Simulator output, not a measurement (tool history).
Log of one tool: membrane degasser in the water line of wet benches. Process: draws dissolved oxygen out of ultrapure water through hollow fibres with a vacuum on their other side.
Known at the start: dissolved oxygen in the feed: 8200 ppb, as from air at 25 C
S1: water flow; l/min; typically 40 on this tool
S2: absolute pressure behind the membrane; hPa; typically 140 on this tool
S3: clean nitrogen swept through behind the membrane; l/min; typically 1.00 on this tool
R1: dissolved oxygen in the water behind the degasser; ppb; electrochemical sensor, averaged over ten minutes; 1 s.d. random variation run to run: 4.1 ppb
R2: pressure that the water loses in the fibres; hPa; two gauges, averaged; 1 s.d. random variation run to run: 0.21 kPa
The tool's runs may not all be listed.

run    hour  S1   S2    S3      R1     R2
  1     0.0  40  140  1.00   931.2  471.7
  2   129.5  40  212  1.00  1386.0  468.6
  3   215.6  40  212  1.00  1381.7  470.6
  4   335.8  40  212  1.00  1371.5  472.3
  5   479.0  40  149  1.00   993.6  472.5
  6   580.5  40  149  1.00   993.9  469.3
  7   669.6  40  140  1.00   941.7  469.5
  8   804.0  40  140  1.00   930.3  471.3
  9   902.7  54  140  1.00  1261.3  636.0
 10  1009.5  53  140  1.00  1238.6  623.1
 11  1163.6  53  140  1.00  1240.7  623.9
 12  1240.7  53  140  1.00  1238.3  627.5
 13  1360.7  40  218  1.00  1429.2  469.1
 14  1493.9  40  155  1.00  1039.6  469.8
 15  1572.6  40  155  1.00  1041.7  475.0
 16  1730.4  40  140  0.57  1319.9  473.4
 17  1821.8  45  116  2.26   566.5  533.2
 18  1948.2  52  241  2.15  1246.8  613.4
 19  2073.7  31   89  1.17   394.3  367.3
 20  2185.8  31   89  1.17   392.3  366.6
 21  2273.6  32  161  1.66   607.8  380.3
 22  2345.9  32  161  1.66   607.5  376.6
 23  2422.4  32  161  1.66   610.9  381.1
 24  2546.0  55  167  0.63  1901.1  656.6
 25  2687.6  32  249  0.41  2298.7  379.8
 26  2840.0  60  198  1.16  1715.7  709.6
 27  3019.4  54  140  1.00  1269.2  640.3
     3041.8  -- seals of the vacuum lines changed
 28  3149.1  30  249  0.83  1430.2  356.5
 29  3226.0  40  267  0.60  2304.2  473.9
 30  3317.5  40  267  0.60  2309.2  474.4
 31  3410.5  48  262  1.00  1941.7  571.6
 32  3513.5  56  184  1.00  1658.0  669.2

Predict each of these 4 candidate next runs independently; none follows another, all start after run 32:
  A  3634.3  40   90  0.93   ?   ?
  B  3634.3  40  150  1.00   ?   ?
  C  3634.3  27  131  0.59   ?   ?
  D  3634.3  56  139  1.00   ?   ?

run      R1     R2
  A   634.6  475.8
  B  1012.1  474.2
  C   874.3  320.1
  D  1311.2  663.6
Had the tool no hidden state, the same runs would have come out as:
run      R1     R2
  A   605.0  466.6
  B   985.9  465.0
  C   851.7  313.9
  D  1274.3  650.7
